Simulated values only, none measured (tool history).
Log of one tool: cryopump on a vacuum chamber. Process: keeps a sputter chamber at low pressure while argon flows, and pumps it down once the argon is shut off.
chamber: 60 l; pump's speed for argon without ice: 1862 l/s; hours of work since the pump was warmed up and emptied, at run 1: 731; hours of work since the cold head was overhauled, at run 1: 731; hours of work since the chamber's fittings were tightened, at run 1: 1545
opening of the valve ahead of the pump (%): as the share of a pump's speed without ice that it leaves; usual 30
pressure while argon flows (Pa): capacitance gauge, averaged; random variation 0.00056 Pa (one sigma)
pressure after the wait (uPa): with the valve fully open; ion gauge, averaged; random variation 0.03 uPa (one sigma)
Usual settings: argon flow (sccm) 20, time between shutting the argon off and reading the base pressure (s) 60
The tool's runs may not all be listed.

| run | hour | argon flow (sccm) | time between shutting the argon off and reading the base pressure (s) | opening of the valve ahead of the pump (%) | hours of work since the pump was warmed up and emptied | hours of work since the cold head was overhauled | hours of work since the chamber's fittings were tightened | pressure while argon flows (Pa) | pressure after the wait (uPa) |
|---|---|---|---|---|---|---|---|---|---|
| 1 | 0 | 20 | 60 | 30 | 731 | 731 | 1545 | 0.067 | 2.1 |
| 2 | 61.7 | 20 | 60 | 30 | 765 | 765 | 1579 | 0.0665 | 2.16 |
| 3 | 100.6 | 20 | 60 | 26 | 786 | 786 | 1600 | 0.0761 | 2.09 |
| 4 | 171.9 | 20 | 60 | 26 | 825 | 825 | 1639 | 0.0775 | 2.18 |
| 5 | 263 | 20 | 60 | 26 | 874 | 874 | 1688 | 0.0769 | 2.17 |
| 6 | 320.1 | 20 | 60 | 31 | 905 | 905 | 1719 | 0.0674 | 2.21 |
|  | 363.9 | pump warmed up, emptied and cooled again |
| 7 | 418 | 20 | 104 | 30 | 29 | 956 | 1770 | 0.0614 | 1.46 |
| 8 | 505.6 | 20 | 104 | 30 | 77 | 1003 | 1817 | 0.0614 | 1.48 |
| 9 | 573.1 | 20 | 104 | 30 | 114 | 1040 | 1854 | 0.062 | 1.43 |
| 10 | 616.2 | 20 | 60 | 30 | 137 | 1064 | 1877 | 0.0618 | 2.03 |
| 11 | 680 | 20 | 72 | 30 | 172 | 1098 | 1912 | 0.062 | 1.79 |
| 12 | 756.3 | 20 | 257 | 21 | 213 | 1140 | 1954 | 0.0886 | 1.06 |
| 13 | 845.9 | 23 | 57 | 21 | 262 | 1188 | 2002 | 0.1014 | 2.2 |
| 14 | 900 | 23 | 60 | 23 | 292 | 1218 | 2032 | 0.0937 | 2.1 |
| 15 | 940.8 | 23 | 60 | 23 | 314 | 1240 | 2054 | 0.0947 | 2.16 |
| 16 | 994.3 | 23 | 60 | 23 | 343 | 1269 | 2083 | 0.0936 | 2.16 |
| 17 | 1086.1 | 23 | 60 | 23 | 393 | 1319 | 2133 | 0.093 | 2.22 |
| 18 | 1127.8 | 23 | 60 | 23 | 415 | 1342 | 2156 | 0.0937 | 2.2 |
| 19 | 1192.6 | 14 | 26 | 23 | 451 | 1377 | 2191 | 0.0574 | 4 |
| 20 | 1238.8 | 14 | 26 | 23 | 476 | 1402 | 2216 | 0.0583 | 3.89 |
| 21 | 1299.3 | 20 | 78 | 30 | 509 | 1435 | 2249 | 0.064 | 1.96 |
| 22 | 1347.5 | 20 | 78 | 30 | 535 | 1461 | 2275 | 0.0642 | 1.98 |

Forecast each of these 4 alternatives for the next run:
| A | 1434.5 | 9 | 26 | 19 | 582 | 1509 | 2323 | ? | ? |
| B | 1434.5 | 25 | 255 | 30 | 582 | 1509 | 2323 | ? | ? |
| C | 1434.5 | 26 | 101 | 39 | 582 | 1509 | 2323 | ? | ? |
| D | 1434.5 | 13 | 60 | 30 | 582 | 1509 | 2323 | ? | ? |

| run | pressure while argon flows (Pa) | pressure after the wait (uPa) |
|---|---|---|
| A | 0.0455 | 3.94 |
| B | 0.0804 | 1.25 |
| C | 0.0659 | 1.78 |
| D | 0.044 | 2.3 |
Without the tool's hidden state the same runs would have given:
| run | pressure while argon flows (Pa) | pressure after the wait (uPa) |
|---|---|---|
| A | 0.0435 | 3.15 |
| B | 0.075 | 0.47 |
| C | 0.0602 | 0.96 |
| D | 0.0412 | 1.5 |
